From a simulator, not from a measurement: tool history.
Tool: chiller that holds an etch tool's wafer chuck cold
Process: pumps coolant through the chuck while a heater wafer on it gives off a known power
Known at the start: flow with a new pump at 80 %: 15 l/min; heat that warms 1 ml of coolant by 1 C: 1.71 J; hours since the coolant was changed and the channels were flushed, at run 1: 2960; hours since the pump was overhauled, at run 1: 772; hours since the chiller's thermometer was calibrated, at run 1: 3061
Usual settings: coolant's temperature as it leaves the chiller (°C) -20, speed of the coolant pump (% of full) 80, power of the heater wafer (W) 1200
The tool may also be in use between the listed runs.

run,hour,coolant's temperature as it leaves the chiller (°C),speed of the coolant pump (% of full),power of the heater wafer (W),hours since the coolant was changed and the channels were flushed,hours since the pump was overhauled,hours since the chiller's thermometer was calibrated,chuck's temperature once it has settled (°C),how much warmer the coolant comes back (C)
1,0.0,-20,80,1200,2960,772,3061,-9.8,2.89
2,37.3,-19,80,1200,2997,809,3098,-8.9,2.84
# hour 68.6: coolant changed, channels flushed
3,107.8,-19,80,1200,39,873,3163,-10.3,2.86
4,152.1,-19,80,1200,83,918,3207,-10.2,2.86
5,201.8,-19,80,1200,133,967,3257,-10.3,2.86
6,276.7,-19,80,1153,208,1042,3332,-10.8,2.76
7,351.5,-19,80,1153,283,1117,3407,-10.5,2.80
8,412.8,-19,80,1153,344,1178,3468,-10.4,2.74
9,483.6,-19,80,1153,415,1249,3539,-10.5,2.83
10,521.9,-19,80,1153,453,1288,3577,-10.5,2.83
11,602.9,-19,80,1153,534,1369,3658,-10.3,2.80
12,669.6,-20,80,1200,601,1435,3725,-10.8,2.89
13,727.6,-18,80,1200,659,1493,3783,-8.9,2.94
14,797.2,-18,80,1200,729,1563,3852,-8.9,2.97
15,869.6,-18,80,1200,801,1635,3925,-9.1,2.91
16,923.4,-20,63,1200,855,1689,3979,-8.9,3.69
17,982.8,-20,63,1200,914,1748,4038,-9.1,3.76
18,1041.8,-20,63,1200,973,1807,4097,-8.9,3.76
19,1113.1,-20,63,1200,1044,1879,4168,-9.0,3.76
20,1163.4,-23,96,1188,1095,1929,4219,-14.9,2.44
21,1245.4,-22,96,922,1177,2011,4300,-15.8,1.93
22,1319.7,-13,86,1200,1251,2085,4375,-4.1,2.78
23,1372.5,-12,86,1723,1304,2138,4428,1.2,3.97
24,1418.9,-20,79,1200,1350,2185,4474,-10.6,3.06
25,1501.4,-20,79,1200,1433,2267,4556,-10.2,3.02
26,1555.0,-20,79,1200,1486,2321,4610,-10.3,3.03
27,1604.6,-20,98,1200,1536,2370,4660,-11.8,2.50
28,1642.8,-22,80,850,1574,2408,4698,-15.3,2.17
29,1693.4,-16,80,1235,1625,2459,4748,-6.1,3.10
30,1756.2,-16,80,1235,1688,2522,4811,-5.8,3.09
31,1814.0,-26,68,1007,1745,2580,4869,-17.0,3.03

Forecast each of these 3 alternatives for the next run:
A,1879.3,-17,91,885,1811,2645,4934,?,?
B,1879.3,-18,68,786,1811,2645,4934,?,?
C,1879.3,-17,80,1200,1811,2645,4934,?,?

run,chuck's temperature once it has settled (°C),how much warmer the coolant comes back (C)
A,-10.7,1.94
B,-10.7,2.35
C,-7.0,3.04
Without the tool's hidden state the same runs would have given:
run,chuck's temperature once it has settled (°C),how much warmer the coolant comes back (C)
A,-11.2,1.79
B,-11.3,2.17
C,-7.9,2.80
